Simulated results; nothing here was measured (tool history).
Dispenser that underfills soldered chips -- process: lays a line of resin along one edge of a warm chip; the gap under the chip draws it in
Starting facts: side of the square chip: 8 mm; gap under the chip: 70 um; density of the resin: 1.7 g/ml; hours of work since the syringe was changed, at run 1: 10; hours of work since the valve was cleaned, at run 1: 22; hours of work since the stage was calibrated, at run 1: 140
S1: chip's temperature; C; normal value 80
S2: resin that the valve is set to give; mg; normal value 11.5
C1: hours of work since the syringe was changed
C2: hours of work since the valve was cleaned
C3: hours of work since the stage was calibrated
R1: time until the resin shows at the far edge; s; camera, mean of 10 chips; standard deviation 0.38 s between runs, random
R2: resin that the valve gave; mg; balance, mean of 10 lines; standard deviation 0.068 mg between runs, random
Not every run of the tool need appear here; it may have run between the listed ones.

run,hour,S1,S2,C1,C2,C3,R1,R2
1,0,80,11.5,10,22,140,45.3,11.24
# hour 2.4: new syringe of resin
2,8.2,80,11.5,4,27,146,31.4,11.29
3,17.8,80,11.5,11,34,153,48.2,11.17
# hour 19.5: new syringe of resin
4,28.2,80,11.5,6,42,160,35.3,11.04
# hour 35.3: new syringe of resin
5,44.9,80,10.3,7,54,172,39.2,9.86
# hour 51.2: new syringe of resin
6,55.9,80,10.1,3,61,180,30.6,9.58
7,64.8,80,10.1,10,68,186,47,9.41
# hour 67.3: new syringe of resin
8,78.9,80,10.1,8,78,196,42.5,9.39
# hour 83.2: new syringe of resin
9,95.1,80,10.1,9,90,208,44.3,9.3
# hour 99.5: new syringe of resin
10,108.3,80,11.5,6,99,217,36.4,10.43
# hour 116.2: new syringe of resin
# hour 118.2: dispensing valve cleaned and set on the balance
11,121.2,80,11,3,2,226,28.8,11.03
# hour 134.4: new syringe of resin
12,138.8,80,11,3,15,238,29.4,10.9
# hour 151.4: new syringe of resin
13,151.4,80,11,0,24,247,25,10.82
# hour 167.5: new syringe of resin
14,169.1,92,11.3,1,36,260,14.5,10.96
15,182.7,79,11.1,11,46,270,50.7,10.64

What will run 16 give?
# hour 183.9: new syringe of resin
16,195.6,87,11.5,8,55,279,?,?

Run 16 came out at R1 29.6 s, R2 10.85 mg.
The same run, on a tool lacking any hidden state, would have yielded R1 16.9 s, R2 11.45 mg.

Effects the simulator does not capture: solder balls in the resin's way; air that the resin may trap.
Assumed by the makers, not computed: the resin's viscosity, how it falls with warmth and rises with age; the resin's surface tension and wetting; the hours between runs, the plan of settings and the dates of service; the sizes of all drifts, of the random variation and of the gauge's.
